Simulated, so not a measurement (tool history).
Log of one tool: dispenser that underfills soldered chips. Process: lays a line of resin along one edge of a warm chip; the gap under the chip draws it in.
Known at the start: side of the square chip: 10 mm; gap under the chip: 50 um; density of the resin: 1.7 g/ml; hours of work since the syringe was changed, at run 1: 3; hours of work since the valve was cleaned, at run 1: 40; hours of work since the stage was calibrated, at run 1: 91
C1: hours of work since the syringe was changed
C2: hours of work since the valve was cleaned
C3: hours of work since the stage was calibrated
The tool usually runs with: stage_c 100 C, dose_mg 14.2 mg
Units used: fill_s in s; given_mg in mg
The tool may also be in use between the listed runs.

{"run": 1, "hour": 0.0, "stage_c": 100, "dose_mg": 14.2, "C1": 3, "C2": 40, "C3": 91, "fill_s": 37.9, "given_mg": 13.7}
{"run": 2, "hour": 4.6, "stage_c": 100, "dose_mg": 14.2, "C1": 6, "C2": 43, "C3": 94, "fill_s": 41.9, "given_mg": 13.54}
{"hour": 5.6, "done": "new syringe of resin"}
{"hour": 7.7, "done": "dispensing valve cleaned and set on the balance"}
{"run": 3, "hour": 9.6, "stage_c": 100, "dose_mg": 14.2, "C1": 2, "C2": 1, "C3": 97, "fill_s": 36.0, "given_mg": 14.13}
{"hour": 17.2, "done": "new syringe of resin"}
{"run": 4, "hour": 17.5, "stage_c": 100, "dose_mg": 14.2, "C1": 0, "C2": 6, "C3": 102, "fill_s": 33.9, "given_mg": 14.15}
{"run": 5, "hour": 22.2, "stage_c": 90, "dose_mg": 14.2, "C1": 3, "C2": 9, "C3": 105, "fill_s": 58.4, "given_mg": 14.01}
{"hour": 27.6, "done": "new syringe of resin"}
{"run": 6, "hour": 28.4, "stage_c": 90, "dose_mg": 14.2, "C1": 1, "C2": 13, "C3": 108, "fill_s": 55.5, "given_mg": 14.03}
{"run": 7, "hour": 34.7, "stage_c": 90, "dose_mg": 14.2, "C1": 5, "C2": 17, "C3": 113, "fill_s": 61.9, "given_mg": 13.93}
{"hour": 38.0, "done": "new syringe of resin"}
{"run": 8, "hour": 42.6, "stage_c": 90, "dose_mg": 14.2, "C1": 3, "C2": 22, "C3": 117, "fill_s": 59.3, "given_mg": 13.88}
{"hour": 48.5, "done": "new syringe of resin"}
{"run": 9, "hour": 48.7, "stage_c": 90, "dose_mg": 14.2, "C1": 0, "C2": 26, "C3": 121, "fill_s": 54.3, "given_mg": 13.81}
{"run": 10, "hour": 55.3, "stage_c": 85, "dose_mg": 14.4, "C1": 4, "C2": 30, "C3": 125, "fill_s": 78.9, "given_mg": 14.0}
{"hour": 59.0, "done": "new syringe of resin"}
{"run": 11, "hour": 60.8, "stage_c": 107, "dose_mg": 12.8, "C1": 1, "C2": 33, "C3": 129, "fill_s": 25.5, "given_mg": 12.34}

Consider 3 possible next runs. They are alternatives, not a sequence: every one starts from the tool as it was left by run 11. What does each give?
{"run": "A", "hour": 67.7, "stage_c": 88, "dose_mg": 14.2, "C1": 6, "C2": 38, "C3": 133, "fill_s": "?", "given_mg": "?"}
{"run": "B", "hour": 67.7, "stage_c": 96, "dose_mg": 12.8, "C1": 6, "C2": 38, "C3": 133, "fill_s": "?", "given_mg": "?"}
{"run": "C", "hour": 67.7, "stage_c": 107, "dose_mg": 13.0, "C1": 6, "C2": 38, "C3": 133, "fill_s": "?", "given_mg": "?"}

run=A fill_s=71.6 given_mg=13.67
run=B fill_s=48.2 given_mg=12.37
run=C fill_s=30.2 given_mg=12.55
With the hidden condition removed and each run's random variation left untouched, the same runs would have given:
run=A fill_s=58.5 given_mg=14.19
run=B fill_s=39.2 given_mg=12.84
run=C fill_s=24.6 given_mg=13.04

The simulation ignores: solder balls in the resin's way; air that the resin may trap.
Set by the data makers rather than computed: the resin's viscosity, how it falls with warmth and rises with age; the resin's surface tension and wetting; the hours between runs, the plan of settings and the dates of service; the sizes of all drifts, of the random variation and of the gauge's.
